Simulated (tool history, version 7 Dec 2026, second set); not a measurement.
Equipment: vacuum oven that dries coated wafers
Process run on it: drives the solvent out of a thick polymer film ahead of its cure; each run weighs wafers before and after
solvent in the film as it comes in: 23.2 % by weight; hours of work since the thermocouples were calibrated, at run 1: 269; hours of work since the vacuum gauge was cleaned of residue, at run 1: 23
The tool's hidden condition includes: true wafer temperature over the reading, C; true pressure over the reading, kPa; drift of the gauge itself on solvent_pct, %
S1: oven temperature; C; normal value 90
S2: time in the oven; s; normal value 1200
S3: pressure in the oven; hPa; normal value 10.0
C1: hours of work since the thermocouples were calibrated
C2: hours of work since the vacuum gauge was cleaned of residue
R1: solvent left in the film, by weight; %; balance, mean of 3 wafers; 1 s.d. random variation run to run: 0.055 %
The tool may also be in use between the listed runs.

| run | hour | S1 | S2 | S3 | C1 | C2 | R1 |
|---|---|---|---|---|---|---|---|
| 1 | 0.0 | 90 | 1200 | 10.0 | 269 | 23 | 2.31 |
| 2 | 19.6 | 90 | 1200 | 10.0 | 279 | 34 | 2.28 |
| 3 | 30.5 | 90 | 1200 | 10.0 | 285 | 40 | 2.31 |
| 4 | 48.1 | 90 | 1200 | 10.0 | 295 | 49 | 2.26 |
| 5 | 66.3 | 90 | 1200 | 10.0 | 304 | 59 | 2.35 |
| 6 | 79.3 | 75 | 1200 | 10.0 | 311 | 66 | 7.44 |
| 7 | 94.4 | 90 | 1140 | 10.0 | 320 | 74 | 2.60 |
| 8 | 115.4 | 77 | 1200 | 10.0 | 331 | 85 | 6.64 |
| 9 | 132.2 | 77 | 1200 | 10.0 | 340 | 94 | 6.43 |
| 10 | 146.5 | 90 | 1200 | 10.0 | 348 | 102 | 2.34 |
| 11 | 162.6 | 90 | 1200 | 10.0 | 356 | 111 | 2.36 |
| 12 | 174.7 | 90 | 1200 | 10.0 | 363 | 117 | 2.34 |
| 13 | 196.0 | 94 | 1980 | 29.5 | 374 | 129 | 1.08 |
| 14 | 212.3 | 90 | 1380 | 21.8 | 383 | 137 | 2.11 |
| 15 | 234.2 | 90 | 1380 | 21.8 | 395 | 149 | 2.25 |
| 16 | 247.9 | 90 | 1380 | 21.8 | 402 | 157 | 2.21 |
| 17 | 269.7 | 90 | 1740 | 14.0 | 414 | 168 | 1.20 |
| 18 | 292.6 | 86 | 1680 | 7.2 | 426 | 181 | 1.76 |
| 19 | 303.7 | 96 | 1440 | 16.5 | 432 | 187 | 0.95 |
| 20 | 317.8 | 96 | 1440 | 16.5 | 440 | 194 | 0.99 |
| 21 | 335.5 | 82 | 1680 | 16.5 | 449 | 204 | 3.18 |
| 22 | 347.8 | 82 | 1680 | 5.5 | 456 | 210 | 2.75 |
| 23 | 361.2 | 102 | 660 | 15.2 | 463 | 217 | 2.42 |
| 24 | 383.2 | 102 | 660 | 15.2 | 475 | 229 | 2.40 |

Predict each of these 3 candidate next runs independently; none follows another, all start after run 24:
| A | 393.0 | 90 | 1920 | 10.0 | 480 | 235 | ? |
| B | 393.0 | 98 | 1500 | 15.2 | 480 | 235 | ? |
| C | 393.0 | 100 | 660 | 15.2 | 480 | 235 | ? |

| run | R1 |
|---|---|
| A | 0.98 |
| B | 0.68 |
| C | 2.85 |
With no hidden state in the tool, these same runs would have given:
| run | R1 |
|---|---|
| A | 0.86 |
| B | 0.59 |
| C | 2.61 |
